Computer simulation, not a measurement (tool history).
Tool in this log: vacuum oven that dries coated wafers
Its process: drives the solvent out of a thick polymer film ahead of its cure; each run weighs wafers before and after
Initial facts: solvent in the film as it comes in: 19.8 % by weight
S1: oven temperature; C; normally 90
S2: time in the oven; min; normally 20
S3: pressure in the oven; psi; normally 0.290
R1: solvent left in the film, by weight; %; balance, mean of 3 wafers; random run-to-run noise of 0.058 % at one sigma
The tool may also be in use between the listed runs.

run   hour   S1  S2     S3     R1
  1    0.0   90  20  0.290   2.81
  2    7.0   90  20  0.290   2.82
  3   21.5   90  20  0.290   2.77
  4   29.7   90  20  0.290   2.96
  5   45.3   90  20  0.290   2.78
  6   57.8   90  14  0.290   4.40
  7   65.1   90  14  0.290   4.18
  8   76.3   90  33  0.290   1.70
  9   83.7   85  20  0.290   4.52
 10   97.6   85  20  0.290   4.53
 11  108.8   90  20  0.714   4.88
 12  118.3   90  20  0.714   4.70
 13  127.5   90  20  0.290   2.94
 14  137.4   90  20  0.290   2.88
 15  147.0   90  22  0.290   2.66
 16  155.1   90  22  0.290   2.52
 17  166.0   90  26  0.290   2.08
 18  175.8   90  26  0.290   2.25
 19  190.2   90  26  0.290   2.08
 20  197.1   90  26  0.692   4.20
 21  208.9   90  26  0.692   4.17
 22  222.8   90  12  0.290   5.03
 23  232.7   79  35  0.895   8.70
 24  241.9   79  35  0.895   8.51
 25  252.9   97  33  0.196   0.84
 26  263.8   97  33  0.196   0.89
 27  278.9   97  33  0.196   0.91
 28  292.1   75  17  0.448  10.48
 29  304.9   95  20  0.160   1.22
 30  319.4   99  11  0.342   2.63
 31  330.5   99  11  0.342   2.60
 32  342.9   99  11  0.342   2.52
 33  350.1  100  11  0.429   2.63

How would selected steps in R1 from run to run divide? Give the signed amount a tool lacking its hidden state would still show from settings, what came in and random variation, and the signed amount left for the hidden state, including any gauge scatter that is not in both of the compared results.
Unlogged tool condition in this case: true wafer temperature over the reading, C; true pressure over the reading, kPa; drift of the gauge itself on solvent_pct, %.
Run 5 -> 6: S2 20 -> 14. R1 +1.62 %: hidden state -0.03, all else +1.65.
Run 7 -> 8: S2 14 -> 33. R1 -2.48 %: hidden state +0.07, all else -2.55.
Run 8 -> 9: S1 90 -> 85, S2 33 -> 20. R1 +2.82 %: hidden state -0.06, all else +2.88.
Run 24 -> 25: S1 79 -> 97, S2 35 -> 33, S3 0.895 -> 0.196. R1 -7.67 %: hidden state +0.03, all else -7.70.
Run 27 -> 28: S1 97 -> 75, S2 33 -> 17, S3 0.196 -> 0.448. R1 +9.57 %: hidden state -0.02, all else +9.59.
Run 28 -> 29: S1 75 -> 95, S2 17 -> 20, S3 0.448 -> 0.160. R1 -9.26 %: hidden state +0.01, all else -9.27.
